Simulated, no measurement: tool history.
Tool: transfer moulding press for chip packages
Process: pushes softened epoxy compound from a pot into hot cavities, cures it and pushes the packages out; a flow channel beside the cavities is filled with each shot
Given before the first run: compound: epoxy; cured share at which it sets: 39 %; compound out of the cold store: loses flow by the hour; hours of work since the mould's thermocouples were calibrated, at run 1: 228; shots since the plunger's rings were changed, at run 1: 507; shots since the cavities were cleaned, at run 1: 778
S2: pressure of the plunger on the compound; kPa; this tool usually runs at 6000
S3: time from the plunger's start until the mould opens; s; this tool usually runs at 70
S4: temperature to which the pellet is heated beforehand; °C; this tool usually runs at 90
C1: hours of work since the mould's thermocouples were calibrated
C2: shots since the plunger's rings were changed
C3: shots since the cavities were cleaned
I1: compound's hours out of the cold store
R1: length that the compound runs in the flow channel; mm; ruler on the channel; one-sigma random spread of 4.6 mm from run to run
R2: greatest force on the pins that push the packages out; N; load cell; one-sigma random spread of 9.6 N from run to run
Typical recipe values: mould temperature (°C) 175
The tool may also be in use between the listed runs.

run 1 day=0 | mould_temperature_(°C)=175 S2=6000 S3=70 S4=90 | C1=228 C2=507 C3=778 | I1=9.6 | R1=672 R2=782
run 2 day=0.65 | mould_temperature_(°C)=175 S2=6000 S3=70 S4=90 | C1=238 C2=759 C3=1030 | I1=42.1 | R1=582 R2=753
-- day=0.879 cavities cleaned with cleaning compound and waxed
run 3 day=1.296 | mould_temperature_(°C)=175 S2=6000 S3=70 S4=90 | C1=247 C2=987 C3=162 | I1=22.4 | R1=631 R2=596
run 4 day=2.108 | mould_temperature_(°C)=175 S2=6000 S3=57 S4=90 | C1=259 C2=1303 C3=478 | I1=46 | R1=572 R2=1137
run 5 day=3.029 | mould_temperature_(°C)=175 S2=7200 S3=57 S4=90 | C1=273 C2=1661 C3=836 | I1=17.6 | R1=698 R2=1346
run 6 day=3.5 | mould_temperature_(°C)=175 S2=7200 S3=106 S4=90 | C1=280 C2=1843 C3=1018 | I1=15.1 | R1=715 R2=523
-- day=3.788 cavities cleaned with cleaning compound and waxed
run 7 day=4.504 | mould_temperature_(°C)=175 S2=6000 S3=84 S4=90 | C1=294 C2=2211 C3=280 | I1=47.9 | R1=553 R2=444
run 8 day=5.192 | mould_temperature_(°C)=175 S2=6000 S3=70 S4=90 | C1=304 C2=2478 C3=547 | I1=26.4 | R1=602 R2=712
run 9 day=5.717 | mould_temperature_(°C)=175 S2=6000 S3=70 S4=90 | C1=312 C2=2681 C3=750 | I1=27.3 | R1=602 R2=707
-- day=6.683 cavities cleaned with cleaning compound and waxed
run 10 day=6.829 | mould_temperature_(°C)=175 S2=6000 S3=70 S4=90 | C1=328 C2=3090 C3=57 | I1=19.2 | R1=615 R2=515
-- day=7.1 mould's thermocouples calibrated
-- day=7.671 plunger's sealing rings changed
run 11 day=8.067 | mould_temperature_(°C)=182 S2=6000 S3=70 S4=90 | C1=13 C2=154 C3=466 | I1=42.5 | R1=581 R2=495
run 12 day=8.575 | mould_temperature_(°C)=182 S2=6000 S3=70 S4=90 | C1=21 C2=351 C3=663 | I1=15.4 | R1=638 R2=528
run 13 day=9.092 | mould_temperature_(°C)=175 S2=6000 S3=95 S4=90 | C1=28 C2=553 C3=865 | I1=19.4 | R1=657 R2=556
-- day=9.746 cavities cleaned with cleaning compound and waxed
run 14 day=9.929 | mould_temperature_(°C)=175 S2=6000 S3=79 S4=90 | C1=40 C2=853 C3=70 | I1=41.1 | R1=598 R2=392
run 15 day=10.596 | mould_temperature_(°C)=180 S2=4930 S3=79 S4=85 | C1=50 C2=1113 C3=330 | I1=21.6 | R1=569 R2=472
run 16 day=11.521 | mould_temperature_(°C)=180 S2=4930 S3=79 S4=85 | C1=64 C2=1474 C3=691 | I1=48 | R1=504 R2=523
run 17 day=12.325 | mould_temperature_(°C)=168 S2=6480 S3=67 S4=84 | C1=76 C2=1785 C3=1002 | I1=35.2 | R1=639 R2=1429
-- day=12.596 cavities cleaned with cleaning compound and waxed
run 18 day=13.371 | mould_temperature_(°C)=171 S2=6780 S3=50 S4=81 | C1=90 C2=2168 C3=301 | I1=16 | R1=706 R2=2060
run 19 day=13.996 | mould_temperature_(°C)=174 S2=5710 S3=70 S4=95 | C1=100 C2=2412 C3=545 | I1=21.7 | R1=616 R2=767
run 20 day=14.508 | mould_temperature_(°C)=174 S2=5130 S3=82 S4=95 | C1=107 C2=2611 C3=744 | I1=45.7 | R1=518 R2=576
-- day=15.492 cavities cleaned with cleaning compound and waxed
run 21 day=15.625 | mould_temperature_(°C)=174 S2=5130 S3=82 S4=95 | C1=123 C2=3020 C3=51 | I1=9.3 | R1=614 R2=386
run 22 day=16.275 | mould_temperature_(°C)=175 S2=6000 S3=91 S4=81 | C1=133 C2=3274 C3=305 | I1=9.3 | R1=654 R2=451
-- day=16.562 plunger's sealing rings changed
run 23 day=17.142 | mould_temperature_(°C)=172 S2=6000 S3=79 S4=81 | C1=144 C2=226 C3=602 | I1=11.3 | R1=692 R2=721
run 24 day=17.779 | mould_temperature_(°C)=179 S2=7200 S3=68 S4=90 | C1=154 C2=473 C3=849 | I1=27.1 | R1=669 R2=613
-- day=18.471 cavities cleaned with cleaning compound and waxed
run 25 day=18.758 | mould_temperature_(°C)=181 S2=4960 S3=68 S4=90 | C1=168 C2=830 C3=113 | I1=36.4 | R1=523 R2=421
run 26 day=19.725 | mould_temperature_(°C)=171 S2=5840 S3=97 S4=90 | C1=182 C2=1206 C3=489 | I1=11.9 | R1=670 R2=527
run 27 day=20.475 | mould_temperature_(°C)=171 S2=5840 S3=97 S4=90 | C1=193 C2=1497 C3=780 | I1=47.5 | R1=565 R2=529

Predict each of these 5 candidate next runs independently; none follows another, all start after run 27:
run A day=20.912 | mould_temperature_(°C)=175 S2=6000 S3=99 S4=90 | C1=200 C2=1668 C3=951 | I1=16.7 | R1=? R2=?
run B day=20.912 | mould_temperature_(°C)=169 S2=5840 S3=97 S4=90 | C1=200 C2=1668 C3=951 | I1=26.6 | R1=? R2=?
run C day=20.912 | mould_temperature_(°C)=171 S2=6000 S3=70 S4=90 | C1=200 C2=1668 C3=951 | I1=41.7 | R1=? R2=?
run D day=20.912 | mould_temperature_(°C)=179 S2=4680 S3=94 S4=90 | C1=200 C2=1668 C3=951 | I1=48 | R1=? R2=?
run E day=20.912 | mould_temperature_(°C)=171 S2=5840 S3=97 S4=90 | C1=200 C2=1668 C3=951 | I1=9.5 | R1=? R2=?

run=A R1=648 R2=547
run=B R1=632 R2=576
run=C R1=590 R2=954
run=D R1=490 R2=512
run=E R1=669 R2=570
Had the tool no hidden state, the same runs would have come out as:
run=A R1=665 R2=309
run=B R1=649 R2=319
run=C R1=606 R2=521
run=D R1=504 R2=287
run=E R1=687 R2=319

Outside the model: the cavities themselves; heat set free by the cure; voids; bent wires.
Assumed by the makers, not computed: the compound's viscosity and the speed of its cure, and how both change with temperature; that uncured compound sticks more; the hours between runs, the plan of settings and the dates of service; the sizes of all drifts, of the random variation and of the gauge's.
